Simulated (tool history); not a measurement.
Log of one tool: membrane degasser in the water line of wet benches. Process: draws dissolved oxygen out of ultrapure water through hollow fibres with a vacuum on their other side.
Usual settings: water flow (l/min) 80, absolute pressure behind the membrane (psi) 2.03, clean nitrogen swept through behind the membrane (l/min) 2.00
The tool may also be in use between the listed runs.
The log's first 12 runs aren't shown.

run,hour,water flow (l/min),absolute pressure behind the membrane (psi),clean nitrogen swept through behind the membrane (l/min),hours since the membrane was changed,hours since the vacuum gauge was calibrated,hours since the vacuum lines were made tight,dissolved oxygen in the water behind the degasser (ppb),pressure that the water loses in the fibres (psi)
13,878.1,116,2.03,2.00,2457,164,1894,1139.9,6.007
14,932.7,116,2.03,2.00,2511,219,1949,1143.0,6.003
15,995.5,116,2.03,2.00,2574,282,2012,1144.1,5.989
16,1064.5,116,2.03,2.00,2643,351,2081,1141.7,5.993
17,1132.5,80,2.03,3.44,2711,419,2149,577.6,4.135
18,1233.3,80,2.19,3.44,2812,519,2249,626.0,4.161
19,1293.5,80,2.19,3.44,2872,580,2310,627.6,4.125
# hour 1336.7: vacuum gauge calibrated, once more
20,1355.0,80,1.86,1.01,2933,18,2371,1176.6,4.105
21,1422.7,80,1.86,1.01,3001,86,2438,1184.4,4.113
22,1483.7,82,1.86,1.05,3062,147,2499,1172.3,4.276
23,1558.4,82,1.86,1.05,3137,222,2574,1167.6,4.229
24,1661.9,94,1.52,1.03,3240,325,2678,1022.9,4.882
25,1739.8,94,1.52,1.03,3318,403,2755,1022.0,4.878
26,1844.6,60,2.03,2.22,3423,508,2860,610.8,3.157
27,1948.8,52,3.47,2.00,3527,612,2964,1048.5,2.693
28,2035.8,80,4.21,1.02,3614,699,3051,2611.9,4.193
29,2135.5,80,4.21,1.02,3714,799,3151,2619.4,4.163
30,2245.8,80,4.97,1.16,3824,909,3261,2785.3,4.221
31,2340.8,86,1.46,1.14,3919,1004,3356,869.5,4.521

4 ways to go on from here, each from the tool as it stands after run 31. What would each give?
A,2407.2,110,2.77,1.14,3985,1071,3423,?,?
B,2407.2,116,3.09,2.00,3985,1071,3423,?,?
C,2407.2,66,1.46,1.14,3985,1071,3423,?,?
D,2407.2,90,4.15,2.07,3985,1071,3423,?,?

run,dissolved oxygen in the water behind the degasser (ppb),pressure that the water loses in the fibres (psi)
A,2045.4,5.735
B,1689.8,6.010
C,720.4,3.448
D,1820.3,4.714
Without the tool's hidden state the same runs would have given:
run,dissolved oxygen in the water behind the degasser (ppb),pressure that the water loses in the fibres (psi)
A,2032.7,5.542
B,1675.4,5.807
C,707.8,3.332
D,1808.4,4.557

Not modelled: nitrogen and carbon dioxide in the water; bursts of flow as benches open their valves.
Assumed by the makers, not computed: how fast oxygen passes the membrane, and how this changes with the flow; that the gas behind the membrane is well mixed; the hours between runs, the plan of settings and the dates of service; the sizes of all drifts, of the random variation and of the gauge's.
